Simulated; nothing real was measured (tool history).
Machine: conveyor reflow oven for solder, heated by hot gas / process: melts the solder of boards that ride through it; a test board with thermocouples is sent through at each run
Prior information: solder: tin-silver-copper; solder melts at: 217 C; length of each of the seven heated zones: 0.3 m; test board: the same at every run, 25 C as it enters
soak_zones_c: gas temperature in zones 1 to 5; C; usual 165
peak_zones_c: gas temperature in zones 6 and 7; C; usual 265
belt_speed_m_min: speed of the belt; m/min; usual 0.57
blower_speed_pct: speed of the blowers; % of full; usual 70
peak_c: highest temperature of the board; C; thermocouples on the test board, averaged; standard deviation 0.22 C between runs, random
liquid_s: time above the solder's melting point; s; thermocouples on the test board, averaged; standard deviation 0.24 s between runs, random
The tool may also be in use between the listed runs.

{"run": 1, "hour": 0.0, "soak_zones_c": 165, "peak_zones_c": 265, "belt_speed_m_min": 0.57, "blower_speed_pct": 70, "peak_c": 246.3, "liquid_s": 40.2}
{"run": 2, "hour": 8.2, "soak_zones_c": 165, "peak_zones_c": 265, "belt_speed_m_min": 0.57, "blower_speed_pct": 70, "peak_c": 246.6, "liquid_s": 40.4}
{"run": 3, "hour": 16.8, "soak_zones_c": 165, "peak_zones_c": 265, "belt_speed_m_min": 0.57, "blower_speed_pct": 70, "peak_c": 247.2, "liquid_s": 39.9}
{"run": 4, "hour": 22.7, "soak_zones_c": 178, "peak_zones_c": 265, "belt_speed_m_min": 0.57, "blower_speed_pct": 70, "peak_c": 249.4, "liquid_s": 46.5}
{"run": 5, "hour": 27.7, "soak_zones_c": 178, "peak_zones_c": 265, "belt_speed_m_min": 0.57, "blower_speed_pct": 70, "peak_c": 249.3, "liquid_s": 46.3}
{"run": 6, "hour": 31.8, "soak_zones_c": 178, "peak_zones_c": 265, "belt_speed_m_min": 0.57, "blower_speed_pct": 70, "peak_c": 249.7, "liquid_s": 46.3}
{"run": 7, "hour": 40.0, "soak_zones_c": 178, "peak_zones_c": 265, "belt_speed_m_min": 0.57, "blower_speed_pct": 70, "peak_c": 249.4, "liquid_s": 46.1}
{"run": 8, "hour": 47.9, "soak_zones_c": 178, "peak_zones_c": 265, "belt_speed_m_min": 0.57, "blower_speed_pct": 70, "peak_c": 249.4, "liquid_s": 46.1}
{"run": 9, "hour": 54.3, "soak_zones_c": 178, "peak_zones_c": 265, "belt_speed_m_min": 0.56, "blower_speed_pct": 70, "peak_c": 249.7, "liquid_s": 47.1}
{"run": 10, "hour": 61.0, "soak_zones_c": 165, "peak_zones_c": 275, "belt_speed_m_min": 0.57, "blower_speed_pct": 76, "peak_c": 257, "liquid_s": 47.4}
{"run": 11, "hour": 65.4, "soak_zones_c": 165, "peak_zones_c": 275, "belt_speed_m_min": 0.57, "blower_speed_pct": 76, "peak_c": 257, "liquid_s": 47}
{"run": 12, "hour": 74.4, "soak_zones_c": 165, "peak_zones_c": 265, "belt_speed_m_min": 0.476, "blower_speed_pct": 70, "peak_c": 252.9, "liquid_s": 54.8}
{"run": 13, "hour": 80.3, "soak_zones_c": 165, "peak_zones_c": 265, "belt_speed_m_min": 0.476, "blower_speed_pct": 70, "peak_c": 252.6, "liquid_s": 55.3}
{"run": 14, "hour": 89.0, "soak_zones_c": 165, "peak_zones_c": 265, "belt_speed_m_min": 0.476, "blower_speed_pct": 70, "peak_c": 253.1, "liquid_s": 54.7}
{"run": 15, "hour": 96.1, "soak_zones_c": 152, "peak_zones_c": 265, "belt_speed_m_min": 0.524, "blower_speed_pct": 70, "peak_c": 247.3, "liquid_s": 41.4}

Each row is a separate what-if for the run after 15, all from the same tool condition, not one after another. Results?
{"run": "A", "hour": 102.1, "soak_zones_c": 165, "peak_zones_c": 262, "belt_speed_m_min": 0.57, "blower_speed_pct": 70, "peak_c": "?", "liquid_s": "?"}
{"run": "B", "hour": 102.1, "soak_zones_c": 175, "peak_zones_c": 265, "belt_speed_m_min": 0.524, "blower_speed_pct": 66, "peak_c": "?", "liquid_s": "?"}
{"run": "C", "hour": 102.1, "soak_zones_c": 165, "peak_zones_c": 265, "belt_speed_m_min": 0.512, "blower_speed_pct": 61, "peak_c": "?", "liquid_s": "?"}

run=A peak_c=243.9 liquid_s=38.4
run=B peak_c=250.6 liquid_s=50.5
run=C peak_c=248 liquid_s=46.2
Without the tool's unlogged condition, the same runs would have read:
run=A peak_c=243.6 liquid_s=38.6
run=B peak_c=249.9 liquid_s=50.3
run=C peak_c=247.4 liquid_s=45.9
